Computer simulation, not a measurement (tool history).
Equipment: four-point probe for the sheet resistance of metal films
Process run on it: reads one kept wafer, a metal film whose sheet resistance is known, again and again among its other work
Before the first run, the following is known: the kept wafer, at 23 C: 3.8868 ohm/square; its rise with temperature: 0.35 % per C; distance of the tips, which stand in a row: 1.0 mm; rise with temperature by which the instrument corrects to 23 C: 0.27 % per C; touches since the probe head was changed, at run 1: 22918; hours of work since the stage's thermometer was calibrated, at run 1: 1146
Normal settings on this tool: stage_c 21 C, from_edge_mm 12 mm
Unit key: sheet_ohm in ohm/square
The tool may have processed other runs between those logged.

| run | day | stage_c | from_edge_mm | touches since the probe head was changed | hours of work since the stage's thermometer was calibrated | sheet_ohm |
|---|---|---|---|---|---|---|
| 1 | 0 | 21 | 12 | 22918 | 1146 | 3.890381 |
| 2 | 1.021 | 21 | 12 | 23551 | 1159 | 3.890568 |
| 3 | 1.954 | 21 | 12 | 24132 | 1170 | 3.891568 |
| 4 | 3.025 | 21 | 12 | 24796 | 1184 | 3.889678 |
| 5 | 4.033 | 18 | 12 | 25422 | 1196 | 3.880251 |
| 6 | 4.833 | 18 | 12 | 25918 | 1206 | 3.880305 |
| 7 | 5.862 | 21 | 61 | 26556 | 1219 | 3.876314 |
| 8 | 6.504 | 21 | 61 | 26956 | 1227 | 3.875688 |
| 9 | 7.488 | 21 | 7 | 27567 | 1240 | 3.91793 |
| 10 | 8.267 | 21 | 7 | 28050 | 1249 | 3.918671 |
| 11 | 9.242 | 21 | 12 | 28655 | 1262 | 3.891065 |
| 12 | 9.996 | 21 | 12 | 29124 | 1271 | 3.889806 |
| 13 | 11.133 | 21 | 12 | 29829 | 1285 | 3.891377 |
| 14 | 12.621 | 34 | 12 | 30752 | 1304 | 3.928471 |
| 15 | 13.417 | 21 | 7 | 31246 | 1314 | 3.917783 |
| 16 | 14.733 | 21 | 12 | 32063 | 1330 | 3.889695 |
| 17 | 16.217 | 21 | 12 | 32985 | 1349 | 3.889788 |
| 18 | 17.129 | 27 | 4 | 33551 | 1360 | 4.01881 |
| 19 | 17.879 | 31 | 12 | 34015 | 1370 | 3.920821 |
| 20 | 19.067 | 27 | 11 | 34754 | 1384 | 3.91062 |
| 21 | 19.867 | 27 | 11 | 35250 | 1394 | 3.912084 |
| 22 | 21.254 | 30 | 3 | 36112 | 1412 | 4.121393 |
| 23 | 22.767 | 30 | 3 | 37050 | 1431 | 4.120312 |
| 24 | 24.288 | 30 | 3 | 37995 | 1450 | 4.122385 |
| 25 | 25.271 | 31 | 3 | 38605 | 1462 | 4.125443 |
| 26 | 26.2 | 31 | 3 | 39180 | 1474 | 4.122992 |
| 27 | 27.75 | 32 | 31 | 40143 | 1493 | 3.910319 |
| 28 | 29.196 | 32 | 31 | 41040 | 1511 | 3.90992 |
| 29 | 30.392 | 32 | 31 | 41783 | 1526 | 3.909614 |

Run 30, settings as shown, results not yet in. Your forecast:
| 30 | 31.721 | 32 | 31 | 42608 | 1543 | ? |

{"run 30": {"sheet_ohm": 3.908925}}
The same run, on a tool lacking any hidden state, would have yielded sheet_ohm 3.914641 ohm/square.
